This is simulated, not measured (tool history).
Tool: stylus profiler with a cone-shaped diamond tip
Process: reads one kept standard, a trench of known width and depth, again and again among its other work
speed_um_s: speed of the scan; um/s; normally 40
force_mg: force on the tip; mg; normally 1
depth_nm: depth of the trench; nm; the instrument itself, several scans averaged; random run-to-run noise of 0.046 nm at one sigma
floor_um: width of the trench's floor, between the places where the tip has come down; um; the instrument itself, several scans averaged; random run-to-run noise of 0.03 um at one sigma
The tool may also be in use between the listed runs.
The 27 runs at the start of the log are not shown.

run 28 hour=618.7 | speed_um_s=31 force_mg=2.23 | depth_nm=201.63 floor_um=46.81
run 29 hour=642.9 | speed_um_s=31 force_mg=2.23 | depth_nm=201.68 floor_um=46.8
run 30 hour=660.2 | speed_um_s=11 force_mg=0.42 | depth_nm=200.51 floor_um=46.81
run 31 hour=678.2 | speed_um_s=33 force_mg=1.75 | depth_nm=201.53 floor_um=46.78
run 32 hour=700.1 | speed_um_s=33 force_mg=1.75 | depth_nm=201.39 floor_um=46.74
run 33 hour=717.1 | speed_um_s=81 force_mg=1.23 | depth_nm=201.17 floor_um=46.41
run 34 hour=744.9 | speed_um_s=81 force_mg=1.23 | depth_nm=201.13 floor_um=46.37
-- hour=759.3 height scale calibrated on a step standard, once more
run 35 hour=768.4 | speed_um_s=35 force_mg=1.26 | depth_nm=201.13 floor_um=46.64
run 36 hour=798.7 | speed_um_s=35 force_mg=1.32 | depth_nm=201.1 floor_um=46.63
run 37 hour=828.9 | speed_um_s=35 force_mg=1.32 | depth_nm=201.07 floor_um=46.56
run 38 hour=858 | speed_um_s=55 force_mg=2.25 | depth_nm=201.59 floor_um=46.52
run 39 hour=883.1 | speed_um_s=55 force_mg=2.25 | depth_nm=201.52 floor_um=46.49
run 40 hour=913.5 | speed_um_s=55 force_mg=2.25 | depth_nm=201.63 floor_um=46.5
run 41 hour=935.2 | speed_um_s=14 force_mg=0.76 | depth_nm=200.73 floor_um=46.58
run 42 hour=952.6 | speed_um_s=41 force_mg=1.24 | depth_nm=201.01 floor_um=46.45

What if the next run were any one of these 4? Each begins from the tool's condition after run 42:
run A hour=973.4 | speed_um_s=76 force_mg=0.36 | depth_nm=? floor_um=?
run B hour=973.4 | speed_um_s=101 force_mg=0.55 | depth_nm=? floor_um=?
run C hour=973.4 | speed_um_s=41 force_mg=1.81 | depth_nm=? floor_um=?
run D hour=973.4 | speed_um_s=158 force_mg=0.63 | depth_nm=? floor_um=?

run=A depth_nm=200.45 floor_um=45.83
run=B depth_nm=200.61 floor_um=45.77
run=C depth_nm=201.38 floor_um=46.47
run=D depth_nm=200.72 floor_um=45.33
The same runs, with their run-to-run variation unchanged, on a tool lacking any hidden condition would have given:
run=A depth_nm=200.52 floor_um=46.36
run=B depth_nm=200.67 floor_um=46.3
run=C depth_nm=201.44 floor_um=47
run=D depth_nm=200.78 floor_um=45.86
